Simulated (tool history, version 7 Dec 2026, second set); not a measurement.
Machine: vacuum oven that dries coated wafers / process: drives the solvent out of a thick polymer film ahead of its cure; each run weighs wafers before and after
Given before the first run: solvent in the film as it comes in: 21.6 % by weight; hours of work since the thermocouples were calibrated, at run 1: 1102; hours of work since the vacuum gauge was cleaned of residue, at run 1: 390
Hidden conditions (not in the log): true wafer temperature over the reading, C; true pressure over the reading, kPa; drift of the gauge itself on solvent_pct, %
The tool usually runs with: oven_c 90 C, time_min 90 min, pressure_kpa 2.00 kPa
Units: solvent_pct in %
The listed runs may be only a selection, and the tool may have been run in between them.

run   hour  oven_c  time_min  pressure_kpa  hours of work since the thermocouples were calibrated  hours of work since the vacuum gauge was cleaned of residue  solvent_pct
  1    0.0      90        90          2.00                                                   1102                                                          390         3.76
  2    7.8      90        46          2.00                                                   1108                                                          396         7.80
  3   16.0      90        46          2.00                                                   1114                                                          402         7.66
  4   23.5      90        90          2.00                                                   1120                                                          408         3.77
  5   32.6      90       110          2.00                                                   1128                                                          415         2.79
  6   46.8      90        98          2.00                                                   1139                                                          427         3.36
  7   52.8      90        90          2.00                                                   1144                                                          431         3.75
  8   61.6      90        90          2.00                                                   1151                                                          438         3.79
  9   72.2      90        90          2.00                                                   1159                                                          447         3.77
 10   79.3      90        90          2.00                                                   1165                                                          452         3.72
 11   92.0      90        90          2.00                                                   1175                                                          462         3.76
 12  100.8      90        90          2.00                                                   1182                                                          469         3.78
 13  113.0      90        90          2.00                                                   1191                                                          479         3.75
 14  126.4      90        90          4.89                                                   1202                                                          490         4.63
 15  136.8      90        63          2.00                                                   1210                                                          498         5.79
 16  144.1      90        63          2.00                                                   1216                                                          504         5.81
 17  154.1      90       109          2.00                                                   1224                                                          512         2.86
 18  166.4      90       109          2.00                                                   1233                                                          521         2.84
 19  175.3      90        90          2.16                                                   1241                                                          528         3.77
 20  187.5      90        90          2.16                                                   1250                                                          538         3.84
 21  194.1      90        90          2.16                                                   1255                                                          543         3.83
 22  207.3      90        90          2.16                                                   1266                                                          554         3.84
 23  215.4      90        90          2.16                                                   1272                                                          560         3.76
 24  229.7      90        90          5.53                                                   1284                                                          571         4.81
 25  243.3      88        90          5.79                                                   1294                                                          582         5.51
 26  255.1      88        90          5.79                                                   1304                                                          591         5.51
     258.0  -- oven's thermocouples calibrated
 27  270.6      88       117          5.79                                                     10                                                          602         4.18
 28  277.3      88       117          5.79                                                     15                                                          607         4.20
 29  287.0     105        46          4.54                                                     23                                                          615         3.90
 30  295.8     105        46          4.54                                                     30                                                          622         3.91
     309.4  -- oven's thermocouples calibrated, once more
 31  311.3     105        46          1.62                                                      2                                                          633         3.98
 32  317.9     105        46          1.62                                                      7                                                          638         4.00
 33  330.3      79        46          2.52                                                     17                                                          648        11.56
 34  336.6      79        46          2.52                                                     22                                                          653        11.72
 35  351.2      79        46          2.52                                                     33                                                          664        11.76
 36  357.2      79       121          2.00                                                     38                                                          669         5.93
 37  367.6      79       121          3.87                                                     46                                                          677         6.74
 38  380.3      79       121          2.07                                                     56                                                          687         6.04
 39  386.6      84        73          2.00                                                     61                                                          692         7.30
 40  394.6      84        73          2.00                                                     67                                                          699         7.25
 41  408.2      90       124          2.22                                                     78                                                          709         2.84
 42  415.7      97        90          1.92                                                     84                                                          715         2.60
 43  426.4      99        81          2.00                                                     93                                                          724         2.67
 44  436.0      99        48          3.16                                                    100                                                          731         5.68
 45  445.0      99        48          3.16                                                    107                                                          738         5.70
 46  458.0      90        90          5.62                                                    118                                                          749         5.50
 47  469.4      90        52          1.32                                                    127                                                          758         7.44

Per-run results on a tool with no hidden state, each run keeping its own random variation:
run  solvent_pct
  1         4.26
  2         8.39
  3         8.25
  4         4.28
  5         3.22
  6         3.84
  7         4.27
  8         4.31
  9         4.30
 10         4.24
 11         4.28
 12         4.30
 13         4.27
 14         5.22
 15         6.41
 16         6.43
 17         3.31
 18         3.30
 19         4.31
 20         4.39
 21         4.38
 22         4.39
 23         4.31
 24         5.43
 25         6.17
 26         6.18
 27         4.86
 28         4.88
 29         4.57
 30         4.58
 31         3.98
 32         4.00
 33        11.53
 34        11.69
 35        11.73
 36         5.87
 37         6.69
 38         5.98
 39         7.28
 40         7.24
 41         2.79
 42         2.57
 43         2.65
 44         5.71
 45         5.73
 46         5.51
 47         7.47
